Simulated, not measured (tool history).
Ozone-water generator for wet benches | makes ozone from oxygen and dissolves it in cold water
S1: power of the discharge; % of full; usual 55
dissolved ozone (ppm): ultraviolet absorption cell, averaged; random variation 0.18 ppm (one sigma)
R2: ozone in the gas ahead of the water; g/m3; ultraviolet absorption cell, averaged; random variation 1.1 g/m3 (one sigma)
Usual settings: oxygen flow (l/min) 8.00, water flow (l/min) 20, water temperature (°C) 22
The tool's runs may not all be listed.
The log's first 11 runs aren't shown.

Run 12, hour 1585.7: usual settings. Result: dissolved ozone (ppm) 25.6, R2 193.3 g/m3.
Run 13, hour 1701.0: usual settings. Result: dissolved ozone (ppm) 26.0, R2 193.4 g/m3.
Run 14, hour 1830.9: usual settings but S1 45 % of full. Result: dissolved ozone (ppm) 22.3, R2 165.4 g/m3.
Run 15, hour 1981.2: usual settings but S1 45 % of full. Result: dissolved ozone (ppm) 22.3, R2 164.2 g/m3.
Run 16, hour 2126.3: usual settings. Result: dissolved ozone (ppm) 25.9, R2 192.5 g/m3.
Run 17, hour 2260.5: usual settings but water temperature (°C) 21. Result: dissolved ozone (ppm) 26.1, R2 192.9 g/m3.
Run 18, hour 2393.4: usual settings but S1 51 % of full, oxygen flow (l/min) 12.91. Result: dissolved ozone (ppm) 21.3, R2 134.6 g/m3.
Run 19, hour 2474.8: usual settings but S1 51 % of full, oxygen flow (l/min) 12.91, water flow (l/min) 13, water temperature (°C) 15. Result: dissolved ozone (ppm) 30.7, R2 133.6 g/m3.
Run 20, hour 2662.1: usual settings but S1 70 % of full, oxygen flow (l/min) 6.01, water temperature (°C) 25. Result: dissolved ozone (ppm) 31.1, R2 274.3 g/m3.
Run 21, hour 2760.1: usual settings but S1 70 % of full, oxygen flow (l/min) 6.01, water temperature (°C) 25. Result: dissolved ozone (ppm) 31.1, R2 273.3 g/m3.
Run 22, hour 2888.0: usual settings but S1 70 % of full, oxygen flow (l/min) 6.01, water temperature (°C) 25. Result: dissolved ozone (ppm) 30.6, R2 275.3 g/m3.
Run 23, hour 3079.5: usual settings but S1 47 % of full, oxygen flow (l/min) 10.90, water flow (l/min) 31, water temperature (°C) 15. Result: dissolved ozone (ppm) 18.7, R2 140.3 g/m3.
Run 24, hour 3229.1: usual settings but S1 43 % of full, oxygen flow (l/min) 6.30, water temperature (°C) 21. Result: dissolved ozone (ppm) 22.9, R2 183.3 g/m3.
Run 25, hour 3347.8: usual settings but S1 42 % of full, oxygen flow (l/min) 5.30, water flow (l/min) 16, water temperature (°C) 18. Result: dissolved ozone (ppm) 27.7, R2 201.7 g/m3.
Run 26, hour 3437.6: usual settings but S1 42 % of full, oxygen flow (l/min) 5.30, water flow (l/min) 16, water temperature (°C) 18. Result: dissolved ozone (ppm) 27.4, R2 201.2 g/m3.
Run 27, hour 3560.4: usual settings but S1 48 % of full, water flow (l/min) 13, water temperature (°C) 26. Result: dissolved ozone (ppm) 26.2, R2 171.8 g/m3.
Run 28, hour 3664.1: usual settings but water flow (l/min) 22, water temperature (°C) 24. Result: dissolved ozone (ppm) 23.4, R2 189.9 g/m3.
Run 29, hour 3785.5: usual settings but oxygen flow (l/min) 5.17. Result: dissolved ozone (ppm) 28.0, R2 250.7 g/m3.
Run 30, hour 3929.6: usual settings but oxygen flow (l/min) 5.17. Result: dissolved ozone (ppm) 27.6, R2 249.2 g/m3.
Run 31, hour 4127.3: usual settings but oxygen flow (l/min) 8.49, water flow (l/min) 30. Result: dissolved ozone (ppm) 19.7, R2 183.7 g/m3.
Run 32, hour 4274.2: usual settings but S1 47 % of full, water flow (l/min) 21. Result: dissolved ozone (ppm) 22.5, R2 167.8 g/m3.
Run 33, hour 4429.4: usual settings but S1 82 % of full, oxygen flow (l/min) 4.86, water flow (l/min) 21, water temperature (°C) 14. Result: dissolved ozone (ppm) 40.6, R2 354.7 g/m3.
Run 34, hour 4532.8: usual settings but S1 97 % of full, water flow (l/min) 19, water temperature (°C) 27. Result: dissolved ozone (ppm) 37.2, R2 287.9 g/m3.

Forecast each of these 3 alternatives for the next run:
Run A, hour 4702.6: usual settings but water flow (l/min) 17, water temperature (°C) 26. Result: dissolved ozone (ppm) ?, R2 ?.
Run B, hour 4702.6: usual settings but water flow (l/min) 17, water temperature (°C) 17. Result: dissolved ozone (ppm) ?, R2 ?.
Run C, hour 4702.6: usual settings but S1 97 % of full, oxygen flow (l/min) 4.95, water flow (l/min) 24, water temperature (°C) 27. Result: dissolved ozone (ppm) ?, R2 ?.

run  dissolved ozone (ppm)     R2
  A                   25.7  190.0
  B                   31.0  188.8
  C                   35.0  396.0
Without the tool's hidden state the same runs would have given:
run  dissolved ozone (ppm)     R2
  A                   25.7  194.9
  B                   31.0  193.6
  C                   35.0  406.4
